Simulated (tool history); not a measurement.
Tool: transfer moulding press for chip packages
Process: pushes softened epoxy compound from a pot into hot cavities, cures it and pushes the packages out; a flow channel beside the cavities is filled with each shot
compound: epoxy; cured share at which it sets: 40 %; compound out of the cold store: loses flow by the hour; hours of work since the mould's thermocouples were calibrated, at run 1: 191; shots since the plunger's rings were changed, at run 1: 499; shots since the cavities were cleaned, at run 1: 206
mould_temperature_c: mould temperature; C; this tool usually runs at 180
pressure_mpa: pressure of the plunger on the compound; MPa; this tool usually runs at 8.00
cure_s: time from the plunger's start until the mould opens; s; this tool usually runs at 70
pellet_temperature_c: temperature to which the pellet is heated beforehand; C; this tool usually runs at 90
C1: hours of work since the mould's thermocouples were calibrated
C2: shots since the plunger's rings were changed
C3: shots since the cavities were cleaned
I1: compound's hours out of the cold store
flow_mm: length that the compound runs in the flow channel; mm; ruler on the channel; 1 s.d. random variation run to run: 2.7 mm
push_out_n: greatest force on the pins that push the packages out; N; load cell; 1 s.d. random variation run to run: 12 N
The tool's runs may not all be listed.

{"run": 1, "hour": 0.0, "mould_temperature_c": 180, "pressure_mpa": 8.0, "cure_s": 70, "pellet_temperature_c": 90, "C1": 191, "C2": 499, "C3": 206, "I1": 11.8, "flow_mm": 1056, "push_out_n": 573}
{"run": 2, "hour": 9.2, "mould_temperature_c": 180, "pressure_mpa": 8.97, "cure_s": 70, "pellet_temperature_c": 90, "C1": 198, "C2": 646, "C3": 353, "I1": 33.3, "flow_mm": 1012, "push_out_n": 546}
{"run": 3, "hour": 20.5, "mould_temperature_c": 180, "pressure_mpa": 8.0, "cure_s": 70, "pellet_temperature_c": 90, "C1": 206, "C2": 828, "C3": 535, "I1": 12.4, "flow_mm": 1050, "push_out_n": 549}
{"hour": 26.4, "done": "cavities cleaned with cleaning compound and waxed"}
{"run": 4, "hour": 36.0, "mould_temperature_c": 180, "pressure_mpa": 8.0, "cure_s": 70, "pellet_temperature_c": 90, "C1": 216, "C2": 1052, "C3": 155, "I1": 21.3, "flow_mm": 1010, "push_out_n": 561}
{"run": 5, "hour": 44.8, "mould_temperature_c": 177, "pressure_mpa": 8.0, "cure_s": 70, "pellet_temperature_c": 90, "C1": 222, "C2": 1194, "C3": 297, "I1": 44.2, "flow_mm": 919, "push_out_n": 640}
{"run": 6, "hour": 55.1, "mould_temperature_c": 180, "pressure_mpa": 7.15, "cure_s": 70, "pellet_temperature_c": 90, "C1": 230, "C2": 1358, "C3": 461, "I1": 43.8, "flow_mm": 862, "push_out_n": 532}
{"run": 7, "hour": 61.1, "mould_temperature_c": 180, "pressure_mpa": 7.15, "cure_s": 70, "pellet_temperature_c": 90, "C1": 234, "C2": 1455, "C3": 558, "I1": 18.2, "flow_mm": 965, "push_out_n": 550}
{"hour": 64.5, "done": "cavities cleaned with cleaning compound and waxed"}
{"run": 8, "hour": 75.6, "mould_temperature_c": 180, "pressure_mpa": 7.15, "cure_s": 70, "pellet_temperature_c": 90, "C1": 243, "C2": 1663, "C3": 178, "I1": 34.5, "flow_mm": 899, "push_out_n": 544}
{"run": 9, "hour": 84.3, "mould_temperature_c": 180, "pressure_mpa": 7.15, "cure_s": 70, "pellet_temperature_c": 96, "C1": 249, "C2": 1803, "C3": 318, "I1": 12.2, "flow_mm": 991, "push_out_n": 564}
{"run": 10, "hour": 97.6, "mould_temperature_c": 180, "pressure_mpa": 7.15, "cure_s": 70, "pellet_temperature_c": 96, "C1": 259, "C2": 2017, "C3": 532, "I1": 40.8, "flow_mm": 872, "push_out_n": 528}
{"hour": 102.7, "done": "cavities cleaned with cleaning compound and waxed"}
{"run": 11, "hour": 111.4, "mould_temperature_c": 180, "pressure_mpa": 7.15, "cure_s": 70, "pellet_temperature_c": 96, "C1": 268, "C2": 2214, "C3": 140, "I1": 41.8, "flow_mm": 870, "push_out_n": 514}
{"run": 12, "hour": 124.6, "mould_temperature_c": 180, "pressure_mpa": 8.0, "cure_s": 70, "pellet_temperature_c": 88, "C1": 277, "C2": 2426, "C3": 352, "I1": 16.6, "flow_mm": 1028, "push_out_n": 588}
{"run": 13, "hour": 132.0, "mould_temperature_c": 176, "pressure_mpa": 8.0, "cure_s": 70, "pellet_temperature_c": 90, "C1": 282, "C2": 2544, "C3": 470, "I1": 45.0, "flow_mm": 918, "push_out_n": 682}
{"hour": 141.3, "done": "cavities cleaned with cleaning compound and waxed"}
{"run": 14, "hour": 146.1, "mould_temperature_c": 176, "pressure_mpa": 8.0, "cure_s": 70, "pellet_temperature_c": 90, "C1": 291, "C2": 2746, "C3": 76, "I1": 22.0, "flow_mm": 1014, "push_out_n": 764}
{"run": 15, "hour": 153.9, "mould_temperature_c": 176, "pressure_mpa": 8.0, "cure_s": 70, "pellet_temperature_c": 90, "C1": 297, "C2": 2871, "C3": 201, "I1": 15.6, "flow_mm": 1046, "push_out_n": 779}
{"run": 16, "hour": 161.1, "mould_temperature_c": 184, "pressure_mpa": 7.12, "cure_s": 70, "pellet_temperature_c": 90, "C1": 302, "C2": 2987, "C3": 317, "I1": 24.4, "flow_mm": 927, "push_out_n": 445}
{"run": 17, "hour": 172.7, "mould_temperature_c": 182, "pressure_mpa": 6.71, "cure_s": 70, "pellet_temperature_c": 94, "C1": 310, "C2": 3173, "C3": 503, "I1": 33.8, "flow_mm": 862, "push_out_n": 463}
{"hour": 177.9, "done": "plunger's sealing rings changed"}
{"hour": 182.0, "done": "cavities cleaned with cleaning compound and waxed"}
{"run": 18, "hour": 182.7, "mould_temperature_c": 180, "pressure_mpa": 6.48, "cure_s": 70, "pellet_temperature_c": 95, "C1": 314, "C2": 54, "C3": 13, "I1": 29.1, "flow_mm": 873, "push_out_n": 554}
{"run": 19, "hour": 190.1, "mould_temperature_c": 177, "pressure_mpa": 8.0, "cure_s": 53, "pellet_temperature_c": 90, "C1": 320, "C2": 172, "C3": 131, "I1": 13.0, "flow_mm": 1056, "push_out_n": 1417}
{"run": 20, "hour": 202.5, "mould_temperature_c": 177, "pressure_mpa": 8.0, "cure_s": 53, "pellet_temperature_c": 90, "C1": 329, "C2": 371, "C3": 330, "I1": 47.9, "flow_mm": 902, "push_out_n": 1265}
{"run": 21, "hour": 209.7, "mould_temperature_c": 177, "pressure_mpa": 8.0, "cure_s": 91, "pellet_temperature_c": 90, "C1": 334, "C2": 487, "C3": 446, "I1": 9.3, "flow_mm": 1075, "push_out_n": 423}
{"hour": 220.5, "done": "cavities cleaned with cleaning compound and waxed"}
{"run": 22, "hour": 224.5, "mould_temperature_c": 184, "pressure_mpa": 8.52, "cure_s": 74, "pellet_temperature_c": 87, "C1": 343, "C2": 699, "C3": 64, "I1": 23.1, "flow_mm": 1018, "push_out_n": 404}
{"run": 23, "hour": 235.1, "mould_temperature_c": 184, "pressure_mpa": 8.64, "cure_s": 74, "pellet_temperature_c": 94, "C1": 351, "C2": 869, "C3": 234, "I1": 27.9, "flow_mm": 1007, "push_out_n": 393}
{"run": 24, "hour": 243.8, "mould_temperature_c": 184, "pressure_mpa": 8.64, "cure_s": 74, "pellet_temperature_c": 94, "C1": 357, "C2": 1009, "C3": 374, "I1": 9.8, "flow_mm": 1090, "push_out_n": 416}
{"hour": 259.3, "done": "cavities cleaned with cleaning compound and waxed"}
{"run": 25, "hour": 259.9, "mould_temperature_c": 184, "pressure_mpa": 9.75, "cure_s": 74, "pellet_temperature_c": 94, "C1": 367, "C2": 1244, "C3": 10, "I1": 26.4, "flow_mm": 1073, "push_out_n": 392}
{"run": 26, "hour": 273.0, "mould_temperature_c": 180, "pressure_mpa": 8.0, "cure_s": 56, "pellet_temperature_c": 93, "C1": 377, "C2": 1454, "C3": 220, "I1": 47.4, "flow_mm": 893, "push_out_n": 871}
{"run": 27, "hour": 287.6, "mould_temperature_c": 181, "pressure_mpa": 8.85, "cure_s": 98, "pellet_temperature_c": 84, "C1": 387, "C2": 1688, "C3": 454, "I1": 29.8, "flow_mm": 1015, "push_out_n": 365}

4 ways to go on from here, each from the tool as it stands after run 27. What would each give?
{"hour": 298.5, "done": "cavities cleaned with cleaning compound and waxed"}
{"run": "A", "hour": 302.7, "mould_temperature_c": 181, "pressure_mpa": 8.85, "cure_s": 110, "pellet_temperature_c": 96, "C1": 397, "C2": 1906, "C3": 67, "I1": 42.7, "flow_mm": "?", "push_out_n": "?"}
{"hour": 298.5, "done": "cavities cleaned with cleaning compound and waxed"}
{"run": "B", "hour": 302.7, "mould_temperature_c": 180, "pressure_mpa": 8.0, "cure_s": 70, "pellet_temperature_c": 95, "C1": 397, "C2": 1906, "C3": 67, "I1": 25.4, "flow_mm": "?", "push_out_n": "?"}
{"hour": 298.5, "done": "cavities cleaned with cleaning compound and waxed"}
{"run": "C", "hour": 302.7, "mould_temperature_c": 181, "pressure_mpa": 8.85, "cure_s": 52, "pellet_temperature_c": 85, "C1": 397, "C2": 1906, "C3": 67, "I1": 39.1, "flow_mm": "?", "push_out_n": "?"}
{"hour": 298.5, "done": "cavities cleaned with cleaning compound and waxed"}
{"run": "D", "hour": 302.7, "mould_temperature_c": 177, "pressure_mpa": 8.19, "cure_s": 70, "pellet_temperature_c": 89, "C1": 397, "C2": 1906, "C3": 67, "I1": 11.0, "flow_mm": "?", "push_out_n": "?"}

run=A flow_mm=959 push_out_n=355
run=B flow_mm=989 push_out_n=556
run=C flow_mm=977 push_out_n=1080
run=D flow_mm=1072 push_out_n=732
What these runs would have given with no unlogged condition in the tool:
run=A flow_mm=960 push_out_n=354
run=B flow_mm=990 push_out_n=554
run=C flow_mm=978 push_out_n=1076
run=D flow_mm=1073 push_out_n=729

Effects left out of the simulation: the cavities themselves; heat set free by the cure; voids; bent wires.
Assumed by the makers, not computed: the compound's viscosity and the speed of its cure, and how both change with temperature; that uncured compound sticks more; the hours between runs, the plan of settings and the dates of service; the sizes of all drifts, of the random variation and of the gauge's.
